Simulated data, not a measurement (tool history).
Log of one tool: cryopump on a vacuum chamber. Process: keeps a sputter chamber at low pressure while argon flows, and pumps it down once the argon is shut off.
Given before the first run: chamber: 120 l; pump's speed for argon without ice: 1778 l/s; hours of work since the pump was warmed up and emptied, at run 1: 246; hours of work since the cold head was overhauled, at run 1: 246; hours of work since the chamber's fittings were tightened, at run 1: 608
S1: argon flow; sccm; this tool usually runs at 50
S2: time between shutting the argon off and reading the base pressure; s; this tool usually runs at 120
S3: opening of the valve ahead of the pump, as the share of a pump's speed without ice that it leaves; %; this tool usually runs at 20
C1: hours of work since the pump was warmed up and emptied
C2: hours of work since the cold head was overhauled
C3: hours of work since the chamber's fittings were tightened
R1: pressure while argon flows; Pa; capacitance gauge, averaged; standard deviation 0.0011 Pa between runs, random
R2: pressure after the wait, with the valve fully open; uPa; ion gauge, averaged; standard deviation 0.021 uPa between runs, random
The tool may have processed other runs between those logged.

run,hour,S1,S2,S3,C1,C2,C3,R1,R2
1,0,50,120,20,246,246,608,0.2455,0.99
2,38.8,50,120,29,263,263,624,0.1706,1.04
3,86.8,50,120,20,283,283,645,0.2443,1.05
4,132.7,50,120,20,302,302,664,0.2449,1.14
5,166.7,50,120,20,317,317,678,0.2436,1.1
6,220,50,120,23,339,339,701,0.2154,1.11
7,249.4,50,120,23,352,352,713,0.2152,1.16
8,287.9,50,120,23,368,368,730,0.213,1.22
9,334.1,50,120,23,388,388,749,0.2152,1.18
10,358.9,26,120,20,398,398,760,0.1274,1.2
11,402.7,26,120,20,417,417,778,0.1263,1.23
12,440.1,96,64,32,432,432,794,0.305,1.44
13,470.4,96,64,32,445,445,807,0.3026,1.42
14,524.2,96,64,32,468,468,830,0.3042,1.48
15,556.6,77,102,35,482,482,843,0.2258,1.37

What does the tool deliver on the next run?
16,612.9,26,22,20,505,505,867,?,?

{"run 16": {"R1": 0.129, "R2": 2.36}}
The same run, on a tool lacking any hidden state, would have yielded R1 0.1232 Pa, R2 1.36 uPa.
